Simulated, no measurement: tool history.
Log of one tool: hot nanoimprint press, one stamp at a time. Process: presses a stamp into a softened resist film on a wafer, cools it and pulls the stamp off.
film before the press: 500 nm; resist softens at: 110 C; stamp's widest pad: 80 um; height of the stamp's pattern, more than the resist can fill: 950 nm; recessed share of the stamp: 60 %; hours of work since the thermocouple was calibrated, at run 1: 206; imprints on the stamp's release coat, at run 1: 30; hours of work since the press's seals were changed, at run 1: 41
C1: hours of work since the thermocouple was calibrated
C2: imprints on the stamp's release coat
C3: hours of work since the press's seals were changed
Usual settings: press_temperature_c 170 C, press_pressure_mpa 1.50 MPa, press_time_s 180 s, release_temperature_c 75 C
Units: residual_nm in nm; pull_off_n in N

run 1 hour=0.0 | press_temperature_c=170 press_pressure_mpa=1.50 press_time_s=180 release_temperature_c=75 | C1=206 C2=30 C3=41 | residual_nm=199.1 pull_off_n=131
run 2 hour=26.9 | press_temperature_c=170 press_pressure_mpa=1.50 press_time_s=180 release_temperature_c=75 | C1=218 C2=97 C3=54 | residual_nm=198.9 pull_off_n=132
run 3 hour=62.0 | press_temperature_c=170 press_pressure_mpa=1.50 press_time_s=180 release_temperature_c=75 | C1=234 C2=185 C3=70 | residual_nm=199.6 pull_off_n=132
run 4 hour=89.8 | press_temperature_c=170 press_pressure_mpa=1.50 press_time_s=180 release_temperature_c=75 | C1=246 C2=255 C3=82 | residual_nm=199.2 pull_off_n=127
run 5 hour=121.7 | press_temperature_c=170 press_pressure_mpa=1.50 press_time_s=180 release_temperature_c=75 | C1=261 C2=334 C3=97 | residual_nm=197.7 pull_off_n=131
run 6 hour=145.4 | press_temperature_c=170 press_pressure_mpa=1.50 press_time_s=160 release_temperature_c=75 | C1=272 C2=394 C3=107 | residual_nm=206.8 pull_off_n=132
run 7 hour=198.8 | press_temperature_c=170 press_pressure_mpa=1.12 press_time_s=180 release_temperature_c=75 | C1=296 C2=527 C3=131 | residual_nm=234.5 pull_off_n=132
run 8 hour=244.7 | press_temperature_c=170 press_pressure_mpa=1.12 press_time_s=180 release_temperature_c=75 | C1=317 C2=642 C3=152 | residual_nm=234.4 pull_off_n=133
run 9 hour=271.4 | press_temperature_c=170 press_pressure_mpa=1.12 press_time_s=180 release_temperature_c=75 | C1=329 C2=709 C3=164 | residual_nm=234.6 pull_off_n=132
run 10 hour=299.8 | press_temperature_c=170 press_pressure_mpa=1.12 press_time_s=180 release_temperature_c=75 | C1=342 C2=780 C3=177 | residual_nm=233.4 pull_off_n=128
run 11 hour=325.3 | press_temperature_c=170 press_pressure_mpa=1.12 press_time_s=180 release_temperature_c=75 | C1=353 C2=844 C3=189 | residual_nm=233.3 pull_off_n=135
run 12 hour=365.2 | press_temperature_c=170 press_pressure_mpa=1.12 press_time_s=180 release_temperature_c=75 | C1=371 C2=944 C3=207 | residual_nm=233.8 pull_off_n=133
run 13 hour=417.1 | press_temperature_c=170 press_pressure_mpa=1.50 press_time_s=180 release_temperature_c=75 | C1=395 C2=1074 C3=230 | residual_nm=198.6 pull_off_n=134
run 14 hour=466.4 | press_temperature_c=170 press_pressure_mpa=1.50 press_time_s=180 release_temperature_c=75 | C1=417 C2=1197 C3=253 | residual_nm=197.0 pull_off_n=132
run 15 hour=502.2 | press_temperature_c=170 press_pressure_mpa=1.50 press_time_s=331 release_temperature_c=75 | C1=433 C2=1287 C3=269 | residual_nm=159.9 pull_off_n=131
-- hour=524.5 stamp cleaned and given a new release coat
run 16 hour=560.8 | press_temperature_c=175 press_pressure_mpa=2.01 press_time_s=136 release_temperature_c=71 | C1=457 C2=90 C3=293 | residual_nm=153.0 pull_off_n=136
run 17 hour=615.9 | press_temperature_c=168 press_pressure_mpa=1.35 press_time_s=214 release_temperature_c=74 | C1=482 C2=228 C3=318 | residual_nm=212.4 pull_off_n=130
run 18 hour=647.7 | press_temperature_c=170 press_pressure_mpa=1.50 press_time_s=178 release_temperature_c=80 | C1=496 C2=308 C3=332 | residual_nm=197.6 pull_off_n=125
-- hour=688.9 plate thermocouple calibrated
run 19 hour=703.6 | press_temperature_c=159 press_pressure_mpa=1.50 press_time_s=160 release_temperature_c=75 | C1=7 C2=440 C3=356 | residual_nm=306.1 pull_off_n=127
run 20 hour=735.9 | press_temperature_c=170 press_pressure_mpa=1.50 press_time_s=313 release_temperature_c=81 | C1=21 C2=521 C3=371 | residual_nm=163.1 pull_off_n=122
run 21 hour=781.8 | press_temperature_c=169 press_pressure_mpa=1.46 press_time_s=92 release_temperature_c=62 | C1=42 C2=636 C3=391 | residual_nm=258.0 pull_off_n=143
run 22 hour=826.4 | press_temperature_c=169 press_pressure_mpa=1.46 press_time_s=92 release_temperature_c=62 | C1=62 C2=748 C3=412 | residual_nm=257.3 pull_off_n=149
run 23 hour=877.1 | press_temperature_c=169 press_pressure_mpa=1.46 press_time_s=92 release_temperature_c=62 | C1=85 C2=875 C3=434 | residual_nm=258.1 pull_off_n=143
run 24 hour=923.8 | press_temperature_c=170 press_pressure_mpa=1.50 press_time_s=251 release_temperature_c=61 | C1=106 C2=992 C3=456 | residual_nm=175.2 pull_off_n=144
run 25 hour=967.2 | press_temperature_c=166 press_pressure_mpa=1.22 press_time_s=159 release_temperature_c=69 | C1=126 C2=1100 C3=475 | residual_nm=265.2 pull_off_n=141
run 26 hour=1015.0 | press_temperature_c=160 press_pressure_mpa=1.22 press_time_s=231 release_temperature_c=74 | C1=148 C2=1220 C3=497 | residual_nm=292.7 pull_off_n=132
run 27 hour=1049.4 | press_temperature_c=160 press_pressure_mpa=1.22 press_time_s=231 release_temperature_c=74 | C1=163 C2=1306 C3=512 | residual_nm=293.8 pull_off_n=138
-- hour=1062.4 stamp cleaned and given a new release coat
run 28 hour=1079.6 | press_temperature_c=160 press_pressure_mpa=1.22 press_time_s=231 release_temperature_c=74 | C1=174 C2=43 C3=523 | residual_nm=293.3 pull_off_n=126
run 29 hour=1121.9 | press_temperature_c=160 press_pressure_mpa=1.22 press_time_s=231 release_temperature_c=74 | C1=193 C2=148 C3=543 | residual_nm=292.8 pull_off_n=133

Hidden state at the last listed run before each entry between runs and at the first one after, where it differs:
Between runs 15 and 16: stamp cleaned and given a new release coat (hour 524.5)
  pressure that arrives at the usual setting, %: 99.93 -> 99.92; grip of the stamp's worn release coat, % over a new coat's: 1.7 -> 0.1; drift of the gauge itself on residual_nm, %: -0.6 -> -0.66
  measured less the result without the state, residual_nm: -1.5 -> -1.4 nm
Between runs 18 and 19: plate thermocouple calibrated (hour 688.9)
  true temperature over the reading, C: 0.1 -> 0; pressure that arrives at the usual setting, %: 99.91 -> 99.9; grip of the stamp's worn release coat, % over a new coat's: 0.4 -> 0.6; drift of the gauge itself on residual_nm, %: -0.76 -> -0.83
  measured less the result without the state, residual_nm: -2.1 -> -2.5 nm
Between runs 27 and 28: stamp cleaned and given a new release coat (hour 1062.4)
  pressure that arrives at the usual setting, %: 99.87 -> 99.86; grip of the stamp's worn release coat, % over a new coat's: 1.8 -> 0.1; drift of the gauge itself on residual_nm, %: -1.24 -> -1.27
  measured less the result without the state, residual_nm: -3.9 -> -4.0 nm
